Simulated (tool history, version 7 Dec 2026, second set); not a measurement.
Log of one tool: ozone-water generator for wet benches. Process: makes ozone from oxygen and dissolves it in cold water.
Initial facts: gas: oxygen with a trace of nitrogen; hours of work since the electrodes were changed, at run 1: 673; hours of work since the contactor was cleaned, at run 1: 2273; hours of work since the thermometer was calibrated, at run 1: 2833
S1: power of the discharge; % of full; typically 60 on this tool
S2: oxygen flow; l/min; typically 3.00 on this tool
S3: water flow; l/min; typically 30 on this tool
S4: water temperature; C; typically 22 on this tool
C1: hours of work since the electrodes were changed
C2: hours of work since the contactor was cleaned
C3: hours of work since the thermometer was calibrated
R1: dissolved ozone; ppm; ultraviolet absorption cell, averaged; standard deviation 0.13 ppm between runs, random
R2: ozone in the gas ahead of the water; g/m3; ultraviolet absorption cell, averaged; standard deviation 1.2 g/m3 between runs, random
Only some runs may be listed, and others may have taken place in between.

run,hour,S1,S2,S3,S4,C1,C2,C3,R1,R2
1,0.0,60,3.00,30,22,673,2273,2833,13.8,224.0
2,33.4,60,3.00,30,22,693,2294,2854,14.0,223.0
3,49.2,60,3.00,30,22,703,2304,2864,13.9,220.2
4,64.4,60,3.00,30,22,713,2313,2873,13.8,220.6
5,81.2,60,3.00,30,22,723,2324,2883,13.7,220.3
6,103.7,60,3.00,30,22,737,2338,2898,13.7,222.4
7,139.9,60,3.00,30,22,760,2360,2920,14.0,223.1
8,157.2,63,3.00,30,22,771,2371,2931,14.6,231.2
9,173.1,60,3.00,30,20,781,2381,2941,14.4,220.1
10,204.2,90,3.00,30,20,800,2401,2960,19.1,302.3
11,229.9,90,3.00,30,20,816,2417,2976,19.2,298.5
12,251.7,90,3.00,30,20,830,2430,2990,19.1,300.1
13,270.7,90,3.00,30,20,842,2442,3002,19.0,302.6
14,287.9,60,3.00,36,22,852,2453,3013,11.9,220.7
15,307.3,60,3.00,36,22,865,2465,3025,11.7,223.2
16,323.4,60,3.00,36,22,875,2475,3035,11.6,223.4
17,349.0,60,3.00,36,22,891,2491,3051,11.9,221.7
18,373.0,85,3.73,36,22,906,2506,3066,16.3,266.1
19,392.0,85,3.73,36,22,918,2518,3078,16.6,267.9
20,428.2,85,3.73,36,22,940,2541,3100,16.4,266.6
21,447.0,55,1.61,28,18,952,2552,3112,10.9,259.2
22,474.4,60,3.00,33,17,969,2570,3129,13.2,219.9
23,491.2,91,3.16,20,22,980,2580,3140,26.9,297.3
24,510.5,72,2.11,38,16,992,2592,3152,11.4,288.6
# hour 517.2: contactor cleaned
25,538.5,72,1.62,38,24,1007,13,3167,9.2,316.1
26,566.7,70,1.71,34,16,1024,31,3184,10.9,302.3
27,583.1,46,1.71,34,25,1035,41,3195,7.7,221.4
28,612.8,46,1.71,34,25,1053,60,3213,7.7,221.8
29,635.5,53,1.60,24,24,1067,74,3227,11.5,252.8
30,671.7,59,3.00,30,14,1090,97,3250,14.3,217.4
31,693.6,59,3.00,30,14,1104,110,3264,14.5,217.3
# hour 728.2: contactor cleaned, once more
32,728.7,59,3.00,30,14,1123,0,3283,14.5,219.0
33,751.2,84,3.00,30,15,1137,14,3297,19.3,283.3
34,776.4,80,4.27,23,24,1153,30,3313,23.4,241.1

How the hidden state differs across the entries between the runs, from the last listed run before each to the first after it:
In the gap between runs 24 and 25: contactor cleaned (hour 517.2)
  yield of the discharge, % of new electrodes': 97.7 -> 97.6; contactor's efficiency, % of a clean one's: 95.2 -> 93.3
  measured value less the no-hidden-state value, R1: -0.4 -> -0.5 ppm; R2: -7.1 -> -7.8 g/m3
In the gap between runs 31 and 32: contactor cleaned, once more (hour 728.2)
  yield of the discharge, % of new electrodes': 97.5 -> 97.4; contactor's efficiency, % of a clean one's: 93.1 -> 99.1
  measured value less the no-hidden-state value, R1: -0.7 -> -0.4 ppm; R2: -4.9 -> -5.0 g/m3
